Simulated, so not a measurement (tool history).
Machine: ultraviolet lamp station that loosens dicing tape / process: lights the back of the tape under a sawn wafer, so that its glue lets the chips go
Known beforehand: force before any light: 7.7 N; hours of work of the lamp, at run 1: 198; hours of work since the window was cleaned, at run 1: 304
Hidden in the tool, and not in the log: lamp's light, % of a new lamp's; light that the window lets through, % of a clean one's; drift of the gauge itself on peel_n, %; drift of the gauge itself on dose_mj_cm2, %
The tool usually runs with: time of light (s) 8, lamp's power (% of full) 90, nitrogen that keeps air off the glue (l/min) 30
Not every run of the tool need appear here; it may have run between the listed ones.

run	hour	time of light (s)	lamp's power (% of full)	nitrogen that keeps air off the glue (l/min)	hours of work of the lamp	hours of work since the window was cleaned	force that peels the tape off (N)	light that reached the tape (J/m2)
1	0	8	90	30	198	304	0.549	2280
2	15.6	16	90	30	205	311	0.159	4580
3	31.8	16	90	30	213	319	0.148	4590
4	48.3	11	90	30	221	327	0.275	3130
5	59.5	11	90	30	226	332	0.269	3160
6	74	8	90	26	233	339	0.621	2230
7	85.4	8	90	14	238	344	0.918	2290
8	101.9	8	90	38	246	352	0.486	2270
9	111.8	8	90	46	251	356	0.438	2270
10	123.6	5	87	23	256	362	1.668	1380
11	134	4	65	52	261	367	2.303	820
12	147.1	9	73	52	267	373	0.478	2070
13	159.8	8	82	30	273	379	0.669	2060
14	172.1	8	81	29	279	385	0.716	2060
15	186.5	8	81	29	286	391	0.688	2040
16	197.8	8	80	53	291	397	0.484	2010

3 options for the next run, each taken on its own from the tool as it stands now. Forecast them:
A	213.2	8	87	23	298	404	?	?
B	213.2	13	90	30	298	404	?	?
C	213.2	7	87	24	298	404	?	?

run	force that peels the tape off (N)	light that reached the tape (J/m2)
A	0.713	2210
B	0.202	3740
C	0.917	1950
Had the tool no hidden state, the same runs would have come out as:
run	force that peels the tape off (N)	light that reached the tape (J/m2)
A	0.71	2220
B	0.201	3750
C	0.913	1950
